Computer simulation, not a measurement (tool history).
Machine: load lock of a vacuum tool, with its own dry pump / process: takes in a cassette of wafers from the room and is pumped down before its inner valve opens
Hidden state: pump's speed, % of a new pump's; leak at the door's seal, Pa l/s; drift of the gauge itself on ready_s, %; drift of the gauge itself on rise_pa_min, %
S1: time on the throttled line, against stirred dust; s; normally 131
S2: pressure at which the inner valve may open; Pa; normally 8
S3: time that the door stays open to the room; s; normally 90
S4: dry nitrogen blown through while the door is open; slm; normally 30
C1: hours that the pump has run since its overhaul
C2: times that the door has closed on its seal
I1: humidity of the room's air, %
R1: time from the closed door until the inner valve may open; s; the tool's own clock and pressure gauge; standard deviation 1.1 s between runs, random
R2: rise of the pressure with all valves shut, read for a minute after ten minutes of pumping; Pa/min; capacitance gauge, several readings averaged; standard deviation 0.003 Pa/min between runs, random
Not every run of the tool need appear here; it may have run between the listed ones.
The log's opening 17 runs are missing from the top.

run,hour,S1,S2,S3,S4,C1,C2,I1,R1,R2
18,2013.8,178,10,90,30,3468,31164,46.7,245.7,0.167
19,2104.8,178,9,90,35,3559,31492,47.3,247.1,0.166
20,2243.0,91,8,27,30,3697,31990,44.0,170.6,0.141
21,2316.9,91,8,27,30,3771,32257,44.6,167.7,0.144
22,2465.4,91,8,27,30,3919,32792,45.4,169.3,0.146
23,2606.5,91,8,27,30,4061,33300,47.0,170.6,0.150
24,2748.2,91,10,172,30,4202,33811,47.6,169.1,0.202
25,2825.0,141,10,35,30,4279,34088,44.3,212.7,0.156
26,2902.1,131,14,90,8,4356,34365,44.4,200.5,0.206
27,2982.9,131,14,90,8,4437,34656,45.1,200.9,0.206
28,3062.8,131,14,90,8,4517,34945,43.5,198.9,0.200
29,3170.8,131,12,72,30,4625,35334,43.7,201.3,0.176
30,3280.7,90,7,90,7,4735,35729,47.2,173.2,0.211
31,3413.5,187,8,90,6,4868,36208,42.7,257.6,0.209

3 ways to go on from here, each from the tool as it stands after run 31. What would each give?
A,3495.3,225,8,217,30,4949,36503,45.0,?,?
B,3495.3,147,9,90,13,4949,36503,48.2,?,?
C,3495.3,94,9,73,6,4949,36503,46.8,?,?

run,R1,R2
A,291.1,0.234
B,220.8,0.217
C,173.3,0.210
Stripped of hidden state, with their random variation kept, the same runs would have yielded:
run,R1,R2
A,284.3,0.088
B,213.2,0.074
C,165.0,0.066

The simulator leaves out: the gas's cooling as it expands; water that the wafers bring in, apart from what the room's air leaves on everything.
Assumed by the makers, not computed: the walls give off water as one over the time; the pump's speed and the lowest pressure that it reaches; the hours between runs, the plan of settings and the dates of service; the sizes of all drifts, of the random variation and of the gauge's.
